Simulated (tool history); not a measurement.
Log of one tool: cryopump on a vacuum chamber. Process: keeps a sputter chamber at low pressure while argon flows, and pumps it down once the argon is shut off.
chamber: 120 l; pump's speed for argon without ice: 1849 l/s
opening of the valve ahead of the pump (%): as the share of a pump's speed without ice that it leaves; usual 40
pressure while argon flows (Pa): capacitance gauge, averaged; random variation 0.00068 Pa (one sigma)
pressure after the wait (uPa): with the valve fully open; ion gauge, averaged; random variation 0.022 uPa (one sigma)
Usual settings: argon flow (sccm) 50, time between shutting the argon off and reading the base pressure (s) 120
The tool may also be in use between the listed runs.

run,day,argon flow (sccm),time between shutting the argon off and reading the base pressure (s),opening of the valve ahead of the pump (%),pressure while argon flows (Pa),pressure after the wait (uPa)
1,0.000,50,120,40,0.1260,1.37
2,0.825,50,120,40,0.1272,1.36
3,2.021,50,120,40,0.1289,1.41
# day 2.954: pump warmed up, emptied and cooled again
4,3.621,50,156,40,0.1145,1.09
5,5.088,50,156,40,0.1157,1.15
6,5.904,50,120,40,0.1166,1.24
7,7.321,50,120,54,0.0862,1.25
8,8.250,97,120,40,0.2263,1.22
9,8.967,97,120,40,0.2273,1.26
10,9.992,97,120,40,0.2272,1.28
11,10.867,50,120,40,0.1169,1.32
12,12.154,50,120,40,0.1186,1.38
13,13.362,50,120,25,0.1890,1.42
14,14.383,50,120,25,0.1884,1.39
15,15.279,50,120,25,0.1878,1.35
16,16.554,50,120,40,0.1202,1.38
17,17.596,50,120,40,0.1197,1.41
18,18.217,32,120,40,0.0769,1.47
19,18.854,32,21,40,0.0766,3.39
20,19.800,32,21,40,0.0778,3.52
21,21.092,42,101,33,0.1223,1.57
22,22.454,56,60,31,0.1744,1.89
23,23.379,50,120,46,0.1078,1.48
24,24.000,50,120,42,0.1178,1.52

Forecast run 25:
25,25.138,25,120,40,?,?

{"run 25": {"pressure while argon flows (Pa)": 0.0616, "pressure after the wait (uPa)": 1.54}}
Without the tool's hidden state the same run would have given pressure while argon flows (Pa) 0.0569, pressure after the wait (uPa) 0.56.
